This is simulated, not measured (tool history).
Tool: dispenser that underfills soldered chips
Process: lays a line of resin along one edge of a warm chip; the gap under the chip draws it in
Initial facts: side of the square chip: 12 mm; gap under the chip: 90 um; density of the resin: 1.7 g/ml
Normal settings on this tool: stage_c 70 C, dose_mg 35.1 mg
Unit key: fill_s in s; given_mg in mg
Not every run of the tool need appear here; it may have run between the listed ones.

run	hour	stage_c	dose_mg	fill_s	given_mg
1	0.0	70	35.1	62.2	34.54
# hour 4.8: new syringe of resin
2	8.7	70	35.1	47.3	34.49
3	20.5	70	35.1	66.6	34.34
# hour 22.5: new syringe of resin
4	27.5	70	35.1	48.9	33.82
5	35.7	70	35.1	61.6	34.17
# hour 40.4: new syringe of resin
6	46.6	70	30.7	51.8	29.53
# hour 57.5: new syringe of resin
7	58.7	70	30.7	46.0	29.53
8	66.7	70	30.7	57.2	29.29
# hour 74.9: new syringe of resin
9	80.7	62	30.7	73.9	28.98
# hour 92.2: new syringe of resin
10	92.2	62	30.7	61.9	28.99
# hour 103.4: dispensing valve cleaned and set on the balance
11	106.5	70	35.1	61.9	35.13
# hour 110.4: new syringe of resin
12	119.5	69	35.1	57.9	34.82
# hour 128.3: new syringe of resin
13	133.4	69	35.1	52.3	34.63
14	142.1	70	32.2	63.7	31.47
# hour 145.6: new syringe of resin
15	156.3	70	32.2	60.9	31.24
# hour 162.7: new syringe of resin
16	169.4	79	35.1	37.3	34.05
17	176.8	70	41.1	67.4	39.85
# hour 180.0: new syringe of resin
18	191.0	70	45.0	59.7	43.31
# hour 197.1: new syringe of resin
19	197.2	72	35.5	41.2	34.08
20	203.9	72	35.5	49.2	34.00
21	209.9	72	44.4	57.3	42.21
# hour 214.4: new syringe of resin
22	223.3	72	44.4	51.9	42.10
23	230.4	69	31.1	74.4	29.44
# hour 232.6: new syringe of resin
24	237.2	84	38.7	30.0	36.43
25	246.8	57	38.7	114.9	36.33
# hour 250.1: new syringe of resin
# hour 253.8: dispensing valve cleaned and set on the balance
26	260.1	56	36.7	106.6	36.79
# hour 268.8: new syringe of resin
27	273.8	56	36.7	92.5	36.37
28	285.0	56	36.7	128.1	36.37
# hour 286.2: new syringe of resin
29	293.7	83	34.1	33.8	33.42
30	299.5	63	41.9	85.9	41.20
# hour 303.3: new syringe of resin
31	309.5	83	45.0	31.4	43.83
32	315.2	83	45.0	37.2	43.68
# hour 320.8: new syringe of resin
33	324.4	71	33.7	48.5	32.87
34	331.6	71	33.7	60.6	32.46
# hour 338.3: new syringe of resin
35	343.2	71	33.7	50.8	32.39

Each row is a separate what-if for the run after 35, all from the same tool condition, not one after another. Results?
A	350.1	71	30.9	?	?
B	350.1	59	33.7	?	?
C	350.1	66	35.1	?	?
D	350.1	67	45.2	?	?

run	fill_s	given_mg
A	61.9	29.95
B	101.9	32.45
C	73.6	33.74
D	69.6	43.43
Had the tool no hidden state, the same runs would have come out as:
run	fill_s	given_mg
A	40.9	31.16
B	67.2	33.77
C	48.6	35.11
D	46.4	45.19

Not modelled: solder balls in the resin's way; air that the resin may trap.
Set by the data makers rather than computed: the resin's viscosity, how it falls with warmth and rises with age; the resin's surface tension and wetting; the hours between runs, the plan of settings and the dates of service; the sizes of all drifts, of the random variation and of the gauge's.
